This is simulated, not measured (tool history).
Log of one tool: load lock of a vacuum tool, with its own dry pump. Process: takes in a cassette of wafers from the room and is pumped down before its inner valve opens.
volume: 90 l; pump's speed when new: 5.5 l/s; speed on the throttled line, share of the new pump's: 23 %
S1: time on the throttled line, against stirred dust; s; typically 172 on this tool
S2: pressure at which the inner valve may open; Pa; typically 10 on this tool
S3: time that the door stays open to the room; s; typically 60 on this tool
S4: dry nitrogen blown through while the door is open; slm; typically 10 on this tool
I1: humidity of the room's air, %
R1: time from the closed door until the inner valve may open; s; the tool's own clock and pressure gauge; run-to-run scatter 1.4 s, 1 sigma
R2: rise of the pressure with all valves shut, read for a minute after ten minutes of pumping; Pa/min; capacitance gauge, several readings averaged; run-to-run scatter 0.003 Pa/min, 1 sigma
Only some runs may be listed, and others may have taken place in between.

run,hour,S1,S2,S3,S4,I1,R1,R2
1,0.0,172,10,60,10,42.1,283.4,0.132
2,64.0,172,10,60,10,43.8,284.5,0.141
3,173.0,172,10,60,41,45.6,286.1,0.124
4,289.4,172,10,60,41,44.0,284.4,0.130
5,343.3,172,10,60,41,47.0,286.2,0.129
6,409.7,172,10,60,41,45.3,282.5,0.132
7,520.1,172,10,60,41,44.5,286.3,0.133
8,609.8,172,10,60,10,42.7,285.1,0.156
9,690.6,172,10,60,10,47.4,285.8,0.161
10,759.0,172,10,60,8,40.5,286.0,0.159
11,830.9,172,10,60,8,44.6,284.4,0.171
12,914.5,172,10,108,5,49.3,283.4,0.194
13,1001.4,172,10,108,5,46.7,287.4,0.188
14,1061.4,309,10,60,42,46.4,393.9,0.151

Forecast run 15:
15,1120.2,309,10,60,42,47.0,?,?

Logged for run 15: R1 393.2 s, R2 0.153 Pa/min.
Had the tool carried no hidden state, the very same run would have given R1 392.9 s, R2 0.027 Pa/min.

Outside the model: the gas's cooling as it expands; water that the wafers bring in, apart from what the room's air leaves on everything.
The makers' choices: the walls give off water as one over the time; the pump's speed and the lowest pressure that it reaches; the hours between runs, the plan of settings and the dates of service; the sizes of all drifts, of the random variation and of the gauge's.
